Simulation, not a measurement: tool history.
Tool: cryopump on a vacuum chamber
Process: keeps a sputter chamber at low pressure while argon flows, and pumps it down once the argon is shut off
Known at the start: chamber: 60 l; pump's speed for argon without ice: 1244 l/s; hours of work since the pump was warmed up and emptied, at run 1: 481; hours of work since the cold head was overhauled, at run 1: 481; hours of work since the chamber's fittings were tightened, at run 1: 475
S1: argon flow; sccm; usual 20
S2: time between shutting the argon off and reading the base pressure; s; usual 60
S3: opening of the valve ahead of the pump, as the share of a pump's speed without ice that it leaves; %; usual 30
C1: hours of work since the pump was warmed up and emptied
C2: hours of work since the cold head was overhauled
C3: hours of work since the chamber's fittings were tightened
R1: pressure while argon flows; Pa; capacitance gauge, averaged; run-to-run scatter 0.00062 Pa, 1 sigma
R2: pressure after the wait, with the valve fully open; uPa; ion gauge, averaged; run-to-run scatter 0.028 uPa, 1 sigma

{"run": 1, "hour": 0.0, "S1": 20, "S2": 60, "S3": 30, "C1": 481, "C2": 481, "C3": 475, "R1": 0.0974, "R2": 1.92}
{"run": 2, "hour": 25.6, "S1": 20, "S2": 60, "S3": 30, "C1": 499, "C2": 499, "C3": 492, "R1": 0.0968, "R2": 1.86}
{"run": 3, "hour": 66.5, "S1": 20, "S2": 60, "S3": 27, "C1": 527, "C2": 527, "C3": 521, "R1": 0.1085, "R2": 1.93}
{"run": 4, "hour": 93.1, "S1": 20, "S2": 60, "S3": 27, "C1": 546, "C2": 546, "C3": 539, "R1": 0.1069, "R2": 1.96}
{"run": 5, "hour": 131.1, "S1": 20, "S2": 60, "S3": 30, "C1": 572, "C2": 572, "C3": 565, "R1": 0.0983, "R2": 2.02}
{"run": 6, "hour": 152.6, "S1": 20, "S2": 207, "S3": 30, "C1": 587, "C2": 587, "C3": 580, "R1": 0.099, "R2": 1.31}
{"run": 7, "hour": 191.7, "S1": 20, "S2": 207, "S3": 30, "C1": 614, "C2": 614, "C3": 607, "R1": 0.1003, "R2": 1.33}
{"run": 8, "hour": 231.1, "S1": 22, "S2": 60, "S3": 30, "C1": 641, "C2": 641, "C3": 635, "R1": 0.1103, "R2": 2.14}
{"hour": 250.9, "done": "pump warmed up, emptied and cooled again"}
{"run": 9, "hour": 276.5, "S1": 22, "S2": 60, "S3": 30, "C1": 18, "C2": 669, "C3": 662, "R1": 0.1003, "R2": 1.85}
{"run": 10, "hour": 319.9, "S1": 22, "S2": 60, "S3": 30, "C1": 48, "C2": 699, "C3": 692, "R1": 0.1, "R2": 1.87}
{"run": 11, "hour": 363.8, "S1": 22, "S2": 60, "S3": 30, "C1": 78, "C2": 729, "C3": 723, "R1": 0.0999, "R2": 1.93}
{"run": 12, "hour": 389.9, "S1": 22, "S2": 60, "S3": 30, "C1": 96, "C2": 747, "C3": 741, "R1": 0.1015, "R2": 1.94}
{"run": 13, "hour": 429.2, "S1": 20, "S2": 60, "S3": 39, "C1": 123, "C2": 775, "C3": 768, "R1": 0.0712, "R2": 1.99}
{"run": 14, "hour": 465.0, "S1": 20, "S2": 60, "S3": 30, "C1": 148, "C2": 799, "C3": 793, "R1": 0.0924, "R2": 2.07}
{"run": 15, "hour": 499.2, "S1": 20, "S2": 60, "S3": 30, "C1": 172, "C2": 823, "C3": 816, "R1": 0.0928, "R2": 2.08}
{"run": 16, "hour": 521.9, "S1": 20, "S2": 60, "S3": 39, "C1": 187, "C2": 839, "C3": 832, "R1": 0.0717, "R2": 2.05}
{"run": 17, "hour": 556.9, "S1": 20, "S2": 60, "S3": 30, "C1": 212, "C2": 863, "C3": 856, "R1": 0.0939, "R2": 2.11}
{"run": 18, "hour": 582.0, "S1": 34, "S2": 114, "S3": 23, "C1": 229, "C2": 880, "C3": 874, "R1": 0.205, "R2": 1.6}
{"run": 19, "hour": 624.9, "S1": 34, "S2": 114, "S3": 23, "C1": 259, "C2": 910, "C3": 903, "R1": 0.206, "R2": 1.68}
{"run": 20, "hour": 648.3, "S1": 23, "S2": 20, "S3": 30, "C1": 275, "C2": 926, "C3": 919, "R1": 0.1074, "R2": 4.21}
{"run": 21, "hour": 690.3, "S1": 32, "S2": 83, "S3": 48, "C1": 304, "C2": 955, "C3": 948, "R1": 0.0978, "R2": 1.97}
{"run": 22, "hour": 732.4, "S1": 27, "S2": 261, "S3": 37, "C1": 333, "C2": 984, "C3": 978, "R1": 0.1061, "R2": 1.48}
{"run": 23, "hour": 770.4, "S1": 27, "S2": 21, "S3": 16, "C1": 359, "C2": 1010, "C3": 1004, "R1": 0.237, "R2": 4.28}
{"run": 24, "hour": 792.5, "S1": 37, "S2": 203, "S3": 58, "C1": 374, "C2": 1026, "C3": 1019, "R1": 0.0968, "R2": 1.58}
{"run": 25, "hour": 825.5, "S1": 21, "S2": 203, "S3": 20, "C1": 397, "C2": 1048, "C3": 1042, "R1": 0.1496, "R2": 1.62}
{"run": 26, "hour": 844.4, "S1": 29, "S2": 49, "S3": 44, "C1": 410, "C2": 1062, "C3": 1055, "R1": 0.0982, "R2": 2.71}
{"run": 27, "hour": 870.2, "S1": 10, "S2": 280, "S3": 32, "C1": 428, "C2": 1079, "C3": 1073, "R1": 0.0448, "R2": 1.59}
{"run": 28, "hour": 903.0, "S1": 20, "S2": 60, "S3": 54, "C1": 451, "C2": 1102, "C3": 1095, "R1": 0.0558, "R2": 2.51}
{"run": 29, "hour": 925.9, "S1": 20, "S2": 60, "S3": 54, "C1": 467, "C2": 1118, "C3": 1111, "R1": 0.0566, "R2": 2.44}
{"run": 30, "hour": 963.8, "S1": 20, "S2": 60, "S3": 54, "C1": 493, "C2": 1144, "C3": 1137, "R1": 0.0575, "R2": 2.52}
{"run": 31, "hour": 995.5, "S1": 24, "S2": 59, "S3": 45, "C1": 515, "C2": 1166, "C3": 1159, "R1": 0.0809, "R2": 2.52}
{"run": 32, "hour": 1034.8, "S1": 15, "S2": 181, "S3": 39, "C1": 542, "C2": 1193, "C3": 1187, "R1": 0.0589, "R2": 1.87}
{"run": 33, "hour": 1068.3, "S1": 25, "S2": 60, "S3": 51, "C1": 565, "C2": 1216, "C3": 1210, "R1": 0.0774, "R2": 2.7}

Table of differences, measured result less the result of that run with no hidden state. Run-to-run variation is the same in both. Gauge scatter possibly is not:
Unlogged tool condition in this case: pump's speed, % of a pump's without ice; cold plate's temperature, K; leak into the chamber, uPa l/s; drift of the gauge itself on working_pa, %; drift of the gauge itself on base_upa, %.
run=1 R1=+0.0068 R2=+0.6
run=2 R1=+0.007 R2=+0.59
run=3 R1=+0.0076 R2=+0.65
run=4 R1=+0.0078 R2=+0.67
run=5 R1=+0.0084 R2=+0.72
run=6 R1=+0.0087 R2=+0.74
run=7 R1=+0.0092 R2=+0.79
run=8 R1=+0.0106 R2=+0.83
run=9 R1=+0.0005 R2=+0.58
run=10 R1=+0.0008 R2=+0.61
run=11 R1=+0.0011 R2=+0.65
run=12 R1=+0.0015 R2=+0.67
run=13 R1=+0.0016 R2=+0.71
run=14 R1=+0.002 R2=+0.76
run=15 R1=+0.0022 R2=+0.78
run=16 R1=+0.0024 R2=+0.8
run=17 R1=+0.0028 R2=+0.84
run=18 R1=+0.005 R2=+0.84
run=19 R1=+0.0056 R2=+0.9
run=20 R1=+0.0041 R2=+0.9
run=21 R1=+0.0064 R2=+0.96
run=22 R1=+0.006 R2=+1
run=23 R1=+0.0065 R2=+1.04
run=24 R1=+0.0093 R2=+1.06
run=25 R1=+0.0057 R2=+1.1
run=26 R1=+0.0081 R2=+1.15
run=27 R1=+0.0029 R2=+1.14
run=28 R1=+0.0061 R2=+1.21
run=29 R1=+0.0064 R2=+1.19
run=30 R1=+0.0069 R2=+1.26
run=31 R1=+0.0087 R2=+1.28
run=32 R1=+0.0059 R2=+1.32
run=33 R1=+0.0102 R2=+1.42

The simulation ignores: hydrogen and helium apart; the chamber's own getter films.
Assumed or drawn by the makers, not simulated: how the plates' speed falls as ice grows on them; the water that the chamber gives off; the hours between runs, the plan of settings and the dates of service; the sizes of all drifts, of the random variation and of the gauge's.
